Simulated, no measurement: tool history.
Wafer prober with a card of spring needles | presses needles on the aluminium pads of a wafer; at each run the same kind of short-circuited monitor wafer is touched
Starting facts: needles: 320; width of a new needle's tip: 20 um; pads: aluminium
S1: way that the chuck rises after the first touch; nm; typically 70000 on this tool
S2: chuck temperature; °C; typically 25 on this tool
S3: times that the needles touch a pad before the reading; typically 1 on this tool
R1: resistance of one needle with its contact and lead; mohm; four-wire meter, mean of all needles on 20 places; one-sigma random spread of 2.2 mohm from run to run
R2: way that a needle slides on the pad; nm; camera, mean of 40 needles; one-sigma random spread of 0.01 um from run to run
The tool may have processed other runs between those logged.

| run | hour | S1 | S2 | S3 | R1 | R2 |
|---|---|---|---|---|---|---|
| 1 | 0.0 | 70000 | 25 | 1 | 350 | 12070 |
|  | 11.6 | tips cleaned on abrasive film |
|  | 38.8 | tips cleaned on abrasive film |
|  | 62.7 | tips cleaned on abrasive film |
| 2 | 65.6 | 52000 | 25 | 1 | 289 | 8910 |
|  | 71.7 | height of the first contact set anew |
|  | 89.5 | tips cleaned on abrasive film |
| 3 | 111.7 | 52000 | 25 | 1 | 449 | 8840 |
|  | 117.1 | tips cleaned on abrasive film |
|  | 144.7 | tips cleaned on abrasive film |
| 4 | 162.3 | 70000 | 41 | 1 | 349 | 11930 |
|  | 174.0 | tips cleaned on abrasive film |
|  | 198.3 | tips cleaned on abrasive film |
| 5 | 213.1 | 70000 | 41 | 1 | 335 | 11910 |
|  | 225.4 | tips cleaned on abrasive film |
|  | 251.6 | tips cleaned on abrasive film |
| 6 | 269.7 | 89000 | 25 | 1 | 316 | 15200 |
|  | 275.4 | tips cleaned on abrasive film |
|  | 304.6 | tips cleaned on abrasive film |
| 7 | 311.4 | 89000 | 25 | 1 | 281 | 15190 |
|  | 330.2 | tips cleaned on abrasive film |
|  | 357.3 | tips cleaned on abrasive film |
|  | 382.7 | tips cleaned on abrasive film |
| 8 | 384.7 | 89000 | 25 | 1 | 255 | 15150 |
|  | 394.1 | height of the first contact set anew, once more |
|  | 412.4 | tips cleaned on abrasive film |
|  | 438.2 | tips cleaned on abrasive film |
| 9 | 450.5 | 89000 | 25 | 1 | 298 | 15490 |
|  | 462.4 | tips cleaned on abrasive film |
|  | 489.2 | tips cleaned on abrasive film |
| 10 | 510.9 | 70000 | 122 | 1 | 365 | 12140 |
|  | 514.8 | tips cleaned on abrasive film |
|  | 541.3 | tips cleaned on abrasive film |
|  | 569.0 | tips cleaned on abrasive film |
| 11 | 578.8 | 70000 | 25 | 2 | 289 | 12110 |
|  | 596.0 | tips cleaned on abrasive film |
|  | 625.1 | tips cleaned on abrasive film |
|  | 652.5 | tips cleaned on abrasive film |
| 12 | 652.5 | 70000 | 25 | 2 | 248 | 12060 |
|  | 679.5 | tips cleaned on abrasive film |
|  | 704.1 | tips cleaned on abrasive film |
| 13 | 707.6 | 70000 | 25 | 2 | 268 | 12050 |
|  | 731.2 | tips cleaned on abrasive film |
|  | 755.5 | tips cleaned on abrasive film |
| 14 | 755.5 | 70000 | 25 | 1 | 253 | 12040 |
|  | 779.8 | tips cleaned on abrasive film |
|  | 806.1 | tips cleaned on abrasive film |
|  | 832.6 | tips cleaned on abrasive film |
| 15 | 832.6 | 87000 | 25 | 1 | 245 | 14970 |
|  | 836.8 | height of the first contact set anew |
|  | 859.5 | tips cleaned on abrasive film |
| 16 | 870.2 | 87000 | 25 | 1 | 291 | 15150 |
|  | 886.0 | tips cleaned on abrasive film |
|  | 912.7 | tips cleaned on abrasive film |
| 17 | 925.1 | 87000 | 25 | 1 | 302 | 15120 |
|  | 940.4 | tips cleaned on abrasive film |
| 18 | 957.6 | 86000 | 25 | 2 | 290 | 14940 |
|  | 967.8 | tips cleaned on abrasive film |
|  | 995.9 | tips cleaned on abrasive film |
|  | 1022.5 | tips cleaned on abrasive film |
| 19 | 1022.5 | 71000 | 63 | 1 | 268 | 12320 |
|  | 1047.7 | tips cleaned on abrasive film |
|  | 1074.7 | tips cleaned on abrasive film |
|  | 1101.7 | tips cleaned on abrasive film |
| 20 | 1101.7 | 66000 | 25 | 1 | 251 | 11400 |
|  | 1126.3 | tips cleaned on abrasive film |
|  | 1152.0 | tips cleaned on abrasive film |
| 21 | 1163.5 | 50000 | 78 | 1 | 393 | 8590 |
|  | 1180.1 | tips cleaned on abrasive film |
|  | 1205.7 | tips cleaned on abrasive film |
| 22 | 1219.1 | 50000 | 78 | 1 | 415 | 8570 |
|  | 1230.9 | tips cleaned on abrasive film |
|  | 1257.2 | tips cleaned on abrasive film |
| 23 | 1259.1 | 57000 | 33 | 2 | 272 | 9750 |
|  | 1280.8 | height of the first contact set anew |
|  | 1286.3 | tips cleaned on abrasive film |
|  | 1314.0 | tips cleaned on abrasive film |
| 24 | 1333.2 | 69000 | 28 | 1 | 362 | 12000 |
|  | 1340.3 | tips cleaned on abrasive film |
|  | 1366.8 | tips cleaned on abrasive film |
|  | 1393.5 | tips cleaned on abrasive film |
| 25 | 1397.2 | 55000 | 25 | 1 | 322 | 9530 |
|  | 1417.9 | tips cleaned on abrasive film |
|  | 1445.8 | tips cleaned on abrasive film |
|  | 1470.0 | tips cleaned on abrasive film |
| 26 | 1470.0 | 78000 | 54 | 2 | 259 | 13510 |
|  | 1497.5 | tips cleaned on abrasive film |
|  | 1525.8 | tips cleaned on abrasive film |
| 27 | 1538.6 | 79000 | 32 | 2 | 295 | 13640 |

Run 28 has not been measured yet. What should we expect?
|  | 1552.4 | tips cleaned on abrasive film |
|  | 1577.5 | tips cleaned on abrasive film |
| 28 | 1598.7 | 79000 | 32 | 2 | ? | ? |

R1: 309 mohm
R2: 13640 nm
Had the tool carried no hidden state, the very same run would have given R1 244 mohm, R2 13770 nm.
